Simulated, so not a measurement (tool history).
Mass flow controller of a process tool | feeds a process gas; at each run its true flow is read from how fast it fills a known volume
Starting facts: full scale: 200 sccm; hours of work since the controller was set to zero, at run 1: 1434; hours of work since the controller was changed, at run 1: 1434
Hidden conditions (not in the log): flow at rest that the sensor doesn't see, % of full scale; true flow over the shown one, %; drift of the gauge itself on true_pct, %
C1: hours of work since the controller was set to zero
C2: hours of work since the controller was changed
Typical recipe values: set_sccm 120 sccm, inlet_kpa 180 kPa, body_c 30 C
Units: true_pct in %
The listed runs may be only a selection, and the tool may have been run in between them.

Run 1, hour 0: usual settings; C1 1434; C2 1434. Result: true_pct 99.2 %.
Run 2, hour 94.9: usual settings; C1 1469; C2 1469. Result: true_pct 99.13 %.
Run 3, hour 146.8: usual settings; C1 1489; C2 1489. Result: true_pct 99.15 %.
Run 4, hour 207.5: usual settings; C1 1511; C2 1511. Result: true_pct 99.19 %.
Run 5, hour 281.2: usual settings but body_c 39 C; C1 1539; C2 1539. Result: true_pct 98.09 %.
Run 6, hour 367.8: usual settings but body_c 39 C; C1 1571; C2 1571. Result: true_pct 98.1 %.
Run 7, hour 412.6: usual settings but body_c 31 C; C1 1588; C2 1588. Result: true_pct 98.94 %.
Run 8, hour 500.4: usual settings but body_c 31 C; C1 1621; C2 1621. Result: true_pct 99 %.
Run 9, hour 555.5: usual settings but body_c 31 C; C1 1642; C2 1642. Result: true_pct 99.01 %.
Run 10, hour 637.8: usual settings but set_sccm 38 sccm; C1 1672; C2 1672. Result: true_pct 99.71 %.
Run 11, hour 702.3: usual settings but set_sccm 38 sccm; C1 1697; C2 1697. Result: true_pct 99.7 %.
Run 12, hour 742.9: usual settings but set_sccm 38 sccm; C1 1712; C2 1712. Result: true_pct 99.83 %.
Run 13, hour 827.7: usual settings but inlet_kpa 214 kPa; C1 1744; C2 1744. Result: true_pct 99.27 %.
Run 14, hour 907.6: usual settings but body_c 35 C; C1 1773; C2 1773. Result: true_pct 98.46 %.
Run 15, hour 1001.1: usual settings but set_sccm 154 sccm; C1 1808; C2 1808. Result: true_pct 99.09 %.
At hour 1009.3: controller's zero set anew.
Run 16, hour 1060.1: usual settings but body_c 22 C; C1 19; C2 1830. Result: true_pct 100.21 %.
Run 17, hour 1108.7: usual settings but body_c 22 C; C1 37; C2 1849. Result: true_pct 100.16 %.
Run 18, hour 1193.8: usual settings but set_sccm 101 sccm, inlet_kpa 194 kPa; C1 69; C2 1880. Result: true_pct 99.31 %.
At hour 1201.6: controller's zero set anew, once more.
Run 19, hour 1275.2: usual settings but set_sccm 101 sccm, inlet_kpa 194 kPa; C1 28; C2 1911. Result: true_pct 98.75 %.
Run 20, hour 1344.4: usual settings but set_sccm 27 sccm, inlet_kpa 220 kPa, body_c 32 C; C1 53; C2 1937. Result: true_pct 98.7 %.
Run 21, hour 1416.7: usual settings but set_sccm 102 sccm, inlet_kpa 220 kPa, body_c 31 C; C1 81; C2 1964. Result: true_pct 98.74 %.
Run 22, hour 1498.6: usual settings but set_sccm 51 sccm, inlet_kpa 224 kPa, body_c 24 C; C1 111; C2 1994. Result: true_pct 99.45 %.
Run 23, hour 1584.5: usual settings but inlet_kpa 191 kPa; C1 143; C2 2027. Result: true_pct 98.62 %.
Run 24, hour 1648.7: usual settings but inlet_kpa 191 kPa; C1 167; C2 2051. Result: true_pct 98.71 %.
Run 25, hour 1707.9: usual settings but set_sccm 54 sccm, inlet_kpa 205 kPa, body_c 28 C; C1 190; C2 2073. Result: true_pct 98.97 %.
Run 26, hour 1756: usual settings but set_sccm 54 sccm, inlet_kpa 205 kPa, body_c 28 C; C1 208; C2 2091. Result: true_pct 98.94 %.
Run 27, hour 1808: usual settings but set_sccm 54 sccm, inlet_kpa 205 kPa, body_c 28 C; C1 227; C2 2110. Result: true_pct 99.12 %.
Run 28, hour 1884.9: usual settings but set_sccm 54 sccm, inlet_kpa 205 kPa, body_c 28 C; C1 256; C2 2139. Result: true_pct 98.92 %.
Run 29, hour 1936.2: usual settings but inlet_kpa 182 kPa; C1 275; C2 2158. Result: true_pct 98.7 %.
Run 30, hour 2017.8: usual settings but set_sccm 64 sccm, inlet_kpa 147 kPa; C1 306; C2 2189. Result: true_pct 98.6 %.
Run 31, hour 2071.3: usual settings but set_sccm 64 sccm, inlet_kpa 147 kPa; C1 326; C2 2209. Result: true_pct 98.46 %.
Run 32, hour 2136.1: usual settings but set_sccm 152 sccm, inlet_kpa 147 kPa, body_c 27 C; C1 350; C2 2233. Result: true_pct 98.93 %.
Run 33, hour 2213.9: usual settings but set_sccm 67 sccm, inlet_kpa 275 kPa, body_c 31 C; C1 379; C2 2262. Result: true_pct 98.92 %.
Run 34, hour 2266.4: usual settings but set_sccm 90 sccm, inlet_kpa 175 kPa, body_c 28 C; C1 399; C2 2282. Result: true_pct 98.76 %.

Predict each of these 4 candidate next runs independently; none follows another, all start after run 34:
Run A, hour 2316: usual settings but set_sccm 90 sccm, inlet_kpa 220 kPa, body_c 33 C; C1 417; C2 2300. Result: true_pct ?.
Run B, hour 2316: usual settings but set_sccm 95 sccm, inlet_kpa 205 kPa, body_c 21 C; C1 417; C2 2300. Result: true_pct ?.
Run C, hour 2316: usual settings but set_sccm 48 sccm, inlet_kpa 272 kPa, body_c 24 C; C1 417; C2 2300. Result: true_pct ?.
Run D, hour 2316: usual settings but set_sccm 174 sccm, inlet_kpa 175 kPa, body_c 28 C; C1 417; C2 2300. Result: true_pct ?.

run  true_pct
  A     98.54
  B     99.73
  C     99.76
  D     98.89
Stripped of hidden state, with their random variation kept, the same runs would have yielded:
run  true_pct
  A     99.05
  B    100.24
  C    100.15
  D     99.47

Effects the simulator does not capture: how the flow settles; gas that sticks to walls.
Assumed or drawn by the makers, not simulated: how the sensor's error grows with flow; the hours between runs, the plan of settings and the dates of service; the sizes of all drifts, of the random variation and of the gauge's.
